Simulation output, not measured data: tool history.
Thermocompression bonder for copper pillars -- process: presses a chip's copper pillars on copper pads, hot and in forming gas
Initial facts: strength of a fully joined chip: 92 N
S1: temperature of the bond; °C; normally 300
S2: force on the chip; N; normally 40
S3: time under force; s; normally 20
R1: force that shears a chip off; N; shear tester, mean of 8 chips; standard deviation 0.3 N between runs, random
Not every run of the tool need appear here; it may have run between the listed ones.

run 1 day=0.000 | S1=300 S2=40 S3=20 | R1=43.0
run 2 day=1.500 | S1=300 S2=40 S3=20 | R1=42.7
run 3 day=3.158 | S1=300 S2=43 S3=20 | R1=44.3
run 4 day=6.250 | S1=300 S2=43 S3=20 | R1=45.2
run 5 day=9.221 | S1=300 S2=30 S3=20 | R1=32.9
run 6 day=11.208 | S1=300 S2=30 S3=20 | R1=33.3
run 7 day=12.854 | S1=300 S2=30 S3=20 | R1=33.1
run 8 day=15.667 | S1=300 S2=40 S3=20 | R1=41.0
run 9 day=17.092 | S1=300 S2=40 S3=20 | R1=41.4
run 10 day=18.742 | S1=300 S2=40 S3=20 | R1=41.8
run 11 day=21.350 | S1=300 S2=40 S3=20 | R1=40.4
run 12 day=22.817 | S1=300 S2=40 S3=20 | R1=42.0
run 13 day=24.742 | S1=300 S2=40 S3=20 | R1=41.3
run 14 day=27.658 | S1=300 S2=40 S3=20 | R1=39.3
run 15 day=30.729 | S1=300 S2=40 S3=20 | R1=46.1
run 16 day=32.683 | S1=300 S2=40 S3=20 | R1=44.9
run 17 day=35.554 | S1=300 S2=40 S3=20 | R1=46.1
run 18 day=38.150 | S1=301 S2=40 S3=20 | R1=45.8
run 19 day=41.254 | S1=301 S2=40 S3=20 | R1=45.9
run 20 day=43.896 | S1=300 S2=32 S3=20 | R1=37.7
run 21 day=45.883 | S1=317 S2=36 S3=15 | R1=44.2
run 22 day=48.167 | S1=317 S2=36 S3=15 | R1=44.3
run 23 day=51.183 | S1=290 S2=49 S3=40 | R1=57.3
run 24 day=54.146 | S1=300 S2=24 S3=58 | R1=44.7
run 25 day=56.825 | S1=300 S2=40 S3=17 | R1=40.8
run 26 day=59.600 | S1=292 S2=40 S3=17 | R1=36.8
run 27 day=62.638 | S1=281 S2=27 S3=27 | R1=29.5
run 28 day=65.225 | S1=314 S2=37 S3=20 | R1=47.9
run 29 day=67.617 | S1=320 S2=51 S3=34 | R1=71.4
run 30 day=69.521 | S1=326 S2=37 S3=50 | R1=68.7
run 31 day=71.579 | S1=308 S2=32 S3=28 | R1=45.0
run 32 day=74.504 | S1=300 S2=30 S3=13 | R1=30.0
run 33 day=77.596 | S1=300 S2=39 S3=13 | R1=36.0
run 34 day=79.383 | S1=300 S2=39 S3=13 | R1=36.6
run 35 day=82.329 | S1=316 S2=43 S3=51 | R1=68.0
run 36 day=85.200 | S1=296 S2=25 S3=16 | R1=25.9
run 37 day=87.146 | S1=300 S2=45 S3=14 | R1=41.2
run 38 day=90.042 | S1=288 S2=36 S3=20 | R1=36.1
run 39 day=91.454 | S1=288 S2=36 S3=20 | R1=37.3

Not shown here: 19 entries made in the log between runs. Locate each between two listed runs and compare the hidden state at the listed run before it with the hidden state at the listed run after it:
Logged between run 3 and run 4: forming gas filter changed (day 3.850)
  true temperature of the bond over the reading, C: -6.9 -> -7.3; force that reaches the chip, % of what is set: 98.6 -> 98.4; oxide that the forming gas leaves, % of the face: 4.11 -> 2.3
  measured minus no-state result, R1: -5.6 -> -5.0 N
Logged between run 5 and run 6: forming gas filter changed (day 10.129)
  true temperature of the bond over the reading, C: -7.6 -> -7.9; force that reaches the chip, % of what is set: 98.2 -> 98.1; oxide that the forming gas leaves, % of the face: 4.3 -> 1.35
  measured minus no-state result, R1: -5.2 -> -4.2 N
Logged between run 6 and run 7: heater calibrated with a thermocouple chip (day 12.154)
  true temperature of the bond over the reading, C: -7.9 -> -8.9; force that reaches the chip, % of what is set: 98.1 -> 98; oxide that the forming gas leaves, % of the face: 1.35 -> 2.31
  measured minus no-state result, R1: -4.2 -> -5.0 N
Logged between run 8 and run 9: forming gas filter changed (day 16.450)
  true temperature of the bond over the reading, C: -9.3 -> -9.5; force that reaches the chip, % of what is set: 97.9 -> 97.8; oxide that the forming gas leaves, % of the face: 4.2 -> 0.97
  measured minus no-state result, R1: -6.8 -> -5.5 N
Logged between run 11 and run 12: forming gas filter changed (day 22.725)
  true temperature of the bond over the reading, C: -10 -> -10.2; oxide that the forming gas leaves, % of the face: 3.77 -> 0.61
  measured minus no-state result, R1: -7.0 -> -5.9 N
Logged between run 14 and run 15: heater calibrated with a thermocouple chip, once more (day 28.083); forming gas filter changed (day 28.933)
  true temperature of the bond over the reading, C: -10.8 -> 0.7; force that reaches the chip, % of what is set: 97.2 -> 97; oxide that the forming gas leaves, % of the face: 4.03 -> 1.77
  measured minus no-state result, R1: -7.6 -> -1.3 N
Logged between run 16 and run 17: forming gas filter changed (day 35.175)
  true temperature of the bond over the reading, C: 0.4 -> 0.1; force that reaches the chip, % of what is set: 96.9 -> 96.8; oxide that the forming gas leaves, % of the face: 3.24 -> 0.82
  measured minus no-state result, R1: -2.1 -> -1.2 N
Logged between run 18 and run 19: forming gas filter changed (day 41.254)
  true temperature of the bond over the reading, C: -0.2 -> -0.6; force that reaches the chip, % of what is set: 96.6 -> 96.5; oxide that the forming gas leaves, % of the face: 2.59 -> 0.6
  measured minus no-state result, R1: -2.3 -> -1.6 N
Logged between run 21 and run 22: forming gas filter changed (day 47.346)
  true temperature of the bond over the reading, C: -1.1 -> -1.4; force that reaches the chip, % of what is set: 96.2 -> 96.1; oxide that the forming gas leaves, % of the face: 3.58 -> 1.21
  measured minus no-state result, R1: -3.2 -> -2.3 N
Logged between run 23 and run 24: forming gas filter changed (day 53.621)
  true temperature of the bond over the reading, C: -1.8 -> -2.1; force that reaches the chip, % of what is set: 95.9 -> 95.8; oxide that the forming gas leaves, % of the face: 3.26 -> 0.91
  measured minus no-state result, R1: -4.1 -> -2.6 N
Logged between run 26 and run 27: forming gas filter changed (day 59.912); force cell calibrated (day 62.371)
  true temperature of the bond over the reading, C: -2.8 -> -3.1; force that reaches the chip, % of what is set: 95.5 -> 99.8; oxide that the forming gas leaves, % of the face: 4.78 -> 2.26
  measured minus no-state result, R1: -4.4 -> -1.8 N
Logged between run 28 and run 29: forming gas filter changed (day 66.158)
  true temperature of the bond over the reading, C: -3.4 -> -3.7; force that reaches the chip, % of what is set: 99.7 -> 99.5; oxide that the forming gas leaves, % of the face: 3.99 -> 1.8
  measured minus no-state result, R1: -3.5 -> -2.6 N
Logged between run 31 and run 32: forming gas filter changed (day 72.421)
  true temperature of the bond over the reading, C: -4.2 -> -4.5; force that reaches the chip, % of what is set: 99.3 -> 99.1; oxide that the forming gas leaves, % of the face: 4.42 -> 1.91
  measured minus no-state result, R1: -4.1 -> -2.4 N
Logged between run 33 and run 34: forming gas filter changed (day 78.621)
  true temperature of the bond over the reading, C: -4.9 -> -5.1; force that reaches the chip, % of what is set: 99 -> 98.9; oxide that the forming gas leaves, % of the face: 4 -> 1.19
  measured minus no-state result, R1: -3.8 -> -2.9 N
Logged between run 35 and run 36: forming gas filter changed (day 84.933)
  true temperature of the bond over the reading, C: -5.5 -> -5.9; force that reaches the chip, % of what is set: 98.7 -> 98.6; oxide that the forming gas leaves, % of the face: 3.16 -> 0.74
  measured minus no-state result, R1: -4.7 -> -2.5 N
Logged between run 37 and run 38: heater calibrated with a thermocouple chip (day 89.358)
  true temperature of the bond over the reading, C: -6.1 -> -0.2; force that reaches the chip, % of what is set: 98.4 -> 98.3; oxide that the forming gas leaves, % of the face: 1.99 -> 3.9
  measured minus no-state result, R1: -4.0 -> -1.9 N
Logged between run 38 and run 39: forming gas filter changed (day 91.154)
  true temperature of the bond over the reading, C: -0.2 -> -0.3; force that reaches the chip, % of what is set: 98.3 -> 98.2; oxide that the forming gas leaves, % of the face: 3.9 -> 0.79
  measured minus no-state result, R1: -1.9 -> -0.8 N
